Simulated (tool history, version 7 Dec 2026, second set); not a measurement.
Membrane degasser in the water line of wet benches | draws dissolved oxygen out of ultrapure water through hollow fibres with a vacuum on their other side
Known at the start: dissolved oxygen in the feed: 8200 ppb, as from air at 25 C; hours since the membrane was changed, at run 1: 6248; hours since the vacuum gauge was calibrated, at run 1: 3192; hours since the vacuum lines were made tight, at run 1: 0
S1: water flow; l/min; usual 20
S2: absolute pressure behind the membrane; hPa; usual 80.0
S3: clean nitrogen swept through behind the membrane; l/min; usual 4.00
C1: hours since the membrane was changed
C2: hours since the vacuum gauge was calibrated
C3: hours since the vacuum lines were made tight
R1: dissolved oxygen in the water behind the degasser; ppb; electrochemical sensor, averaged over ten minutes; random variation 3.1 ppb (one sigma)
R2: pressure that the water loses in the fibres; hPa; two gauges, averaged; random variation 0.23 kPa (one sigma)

run	day	S1	S2	S3	C1	C2	C3	R1	R2
1	0.000	20	80.0	4.00	6248	3192	0	345.2	602.0
2	11.138	20	80.0	3.67	6516	3459	267	344.2	601.9
3	22.954	20	80.0	4.00	6799	3743	551	345.6	600.8
4	34.671	20	80.0	4.00	7080	4024	832	345.2	607.7
5	40.446	20	80.0	4.00	7219	4162	971	341.0	606.6
6	52.233	20	80.0	4.00	7502	4445	1254	349.5	609.5
7	66.392	22	80.0	5.58	7842	4785	1593	387.9	669.6
8	73.475	22	80.0	5.58	8012	4955	1763	383.2	666.1
9	82.350	18	80.0	5.14	8225	5168	1976	288.0	546.2
10	90.850	18	80.0	5.14	8429	5372	2180	290.0	553.5
11	99.412	14	80.0	5.14	8634	5578	2386	193.8	426.3
12	113.417	14	80.0	5.14	8970	5914	2722	195.1	426.4

Forecast each of these 4 alternatives for the next run:
A	119.721	24	70.7	5.14	9122	6065	2873	?	?
B	119.721	28	191.8	1.92	9122	6065	2873	?	?
C	119.721	20	73.5	7.19	9122	6065	2873	?	?
D	119.721	30	196.0	5.14	9122	6065	2873	?	?

run	R1	R2
A	451.7	734.9
B	963.7	857.8
C	330.7	613.2
D	748.4	920.1
Without the tool's hidden state the same runs would have given:
run	R1	R2
A	386.5	695.8
B	892.9	812.1
C	278.5	580.6
D	672.3	871.1

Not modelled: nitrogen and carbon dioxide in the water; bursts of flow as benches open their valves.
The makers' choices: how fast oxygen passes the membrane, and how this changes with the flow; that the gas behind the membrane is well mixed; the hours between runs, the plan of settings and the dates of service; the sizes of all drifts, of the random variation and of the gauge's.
